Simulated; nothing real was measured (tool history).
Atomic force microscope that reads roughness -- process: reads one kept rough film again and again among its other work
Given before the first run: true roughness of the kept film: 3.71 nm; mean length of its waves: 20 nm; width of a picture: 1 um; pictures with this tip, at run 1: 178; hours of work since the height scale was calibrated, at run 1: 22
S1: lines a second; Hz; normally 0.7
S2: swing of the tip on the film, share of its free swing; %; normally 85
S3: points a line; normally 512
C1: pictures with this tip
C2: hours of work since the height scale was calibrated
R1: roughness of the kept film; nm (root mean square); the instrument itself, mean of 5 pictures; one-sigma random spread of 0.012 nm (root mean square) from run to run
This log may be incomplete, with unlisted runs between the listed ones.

| run | day | S1 | S2 | S3 | C1 | C2 | R1 |
|---|---|---|---|---|---|---|---|
| 1 | 0 | 0.7 | 85 | 512 | 178 | 22 | 2.341 |
|  | 0.075 | new tip fitted |
| 2 | 0.438 | 0.7 | 85 | 278 | 11 | 27 | 2.773 |
| 3 | 0.738 | 0.7 | 85 | 512 | 21 | 30 | 2.788 |
| 4 | 1.267 | 0.7 | 85 | 310 | 38 | 36 | 2.713 |
| 5 | 1.65 | 0.7 | 85 | 310 | 50 | 40 | 2.646 |
| 6 | 2.229 | 0.7 | 85 | 310 | 69 | 46 | 2.59 |
| 7 | 2.688 | 0.7 | 85 | 310 | 83 | 51 | 2.556 |
| 8 | 3.225 | 0.7 | 85 | 310 | 101 | 57 | 2.489 |
| 9 | 3.771 | 0.7 | 85 | 310 | 118 | 63 | 2.452 |
| 10 | 4.283 | 0.7 | 85 | 512 | 135 | 69 | 2.438 |
| 11 | 4.642 | 0.7 | 85 | 512 | 146 | 73 | 2.397 |
| 12 | 5.112 | 0.7 | 85 | 512 | 161 | 78 | 2.375 |
|  | 5.7 | new tip fitted |
| 13 | 5.708 | 2.786 | 85 | 512 | 1 | 84 | 2.381 |
| 14 | 6.242 | 2.786 | 85 | 512 | 18 | 90 | 2.31 |
| 15 | 6.775 | 2.786 | 85 | 512 | 35 | 96 | 2.266 |
| 16 | 7.033 | 2.786 | 85 | 512 | 43 | 99 | 2.243 |
| 17 | 7.45 | 2.786 | 85 | 512 | 56 | 103 | 2.209 |
| 18 | 7.9 | 2.786 | 85 | 512 | 71 | 108 | 2.172 |
| 19 | 8.171 | 2.786 | 85 | 512 | 80 | 111 | 2.138 |
| 20 | 8.746 | 0.7 | 67 | 512 | 98 | 117 | 2.645 |
| 21 | 9.017 | 0.7 | 67 | 512 | 107 | 120 | 2.582 |
| 22 | 9.329 | 0.7 | 67 | 512 | 117 | 124 | 2.571 |
| 23 | 9.742 | 0.7 | 67 | 512 | 130 | 128 | 2.51 |
| 24 | 10.075 | 0.7 | 85 | 512 | 140 | 132 | 2.399 |
| 25 | 10.392 | 0.7 | 85 | 374 | 151 | 135 | 2.357 |
| 26 | 10.85 | 1.332 | 83 | 374 | 165 | 140 | 2.199 |
| 27 | 11.171 | 2.143 | 85 | 328 | 176 | 144 | 1.993 |
|  | 11.312 | new tip fitted |
| 28 | 11.783 | 1.827 | 85 | 427 | 15 | 150 | 2.535 |
| 29 | 12.062 | 1.827 | 85 | 427 | 24 | 153 | 2.52 |
| 30 | 12.342 | 0.7 | 85 | 655 | 32 | 156 | 2.781 |
| 31 | 12.583 | 0.7 | 85 | 655 | 40 | 159 | 2.749 |
| 32 | 12.883 | 0.7 | 85 | 655 | 50 | 162 | 2.705 |
| 33 | 13.325 | 0.7 | 85 | 655 | 64 | 167 | 2.676 |
| 34 | 13.571 | 0.7 | 85 | 655 | 72 | 169 | 2.628 |
| 35 | 14.162 | 3.653 | 85 | 795 | 91 | 176 | 1.984 |
| 36 | 14.712 | 2.133 | 62 | 602 | 108 | 182 | 2.545 |
| 37 | 14.975 | 0.7 | 85 | 393 | 117 | 185 | 2.474 |
| 38 | 15.254 | 0.7 | 62 | 476 | 126 | 188 | 2.592 |
| 39 | 15.825 | 0.7 | 62 | 476 | 144 | 194 | 2.521 |
| 40 | 16.379 | 0.7 | 62 | 278 | 162 | 200 | 2.429 |
| 41 | 16.846 | 1.172 | 85 | 558 | 177 | 205 | 2.224 |
|  | 16.958 | new tip fitted |
| 42 | 17.358 | 0.887 | 80 | 547 | 13 | 210 | 2.775 |
| 43 | 17.671 | 0.916 | 80 | 547 | 23 | 214 | 2.742 |
| 44 | 18.004 | 0.916 | 80 | 547 | 33 | 218 | 2.708 |
| 45 | 18.292 | 0.766 | 64 | 274 | 42 | 221 | 2.729 |
| 46 | 18.888 | 0.766 | 64 | 274 | 62 | 227 | 2.656 |
| 47 | 19.454 | 0.766 | 78 | 318 | 80 | 233 | 2.589 |
| 48 | 19.7 | 0.766 | 78 | 318 | 88 | 236 | 2.514 |
| 49 | 20.079 | 0.766 | 78 | 582 | 100 | 240 | 2.553 |
| 50 | 20.642 | 0.766 | 78 | 582 | 118 | 246 | 2.512 |

For some of the steps in R1 from one run to the next: how much would appear even if the tool had no hidden state, given the settings, what came in and random variation, and how much remains for the hidden state plus any gauge scatter that the measured result and the result without hidden state don't share?
The tool's hidden condition here consists of: radius of the tip, nm; height scale over the true one, %; drift of the gauge itself on roughness_nm, %.
Run 1 -> 2: S3 512 -> 278, new tip fitted. R1 +0.432 nm (root mean square): hidden state +0.515, all else -0.083.
Run 12 -> 13: S1 0.7 -> 2.786, new tip fitted. R1 +0.006 nm (root mean square): hidden state +0.495, all else -0.489.
Run 27 -> 28: S1 2.143 -> 1.827, S3 328 -> 427, new tip fitted. R1 +0.542 nm (root mean square): hidden state +0.449, all else +0.093.
Run 34 -> 35: S1 0.7 -> 3.653, S3 655 -> 795. R1 -0.644 nm (root mean square): hidden state +0.019, all else -0.663.
Run 35 -> 36: S1 3.653 -> 2.133, S2 85 -> 62, S3 795 -> 602. R1 +0.561 nm (root mean square): hidden state -0.136, all else +0.697.
Run 41 -> 42: S1 1.172 -> 0.887, S2 85 -> 80, S3 558 -> 547, new tip fitted. R1 +0.551 nm (root mean square): hidden state +0.435, all else +0.116.
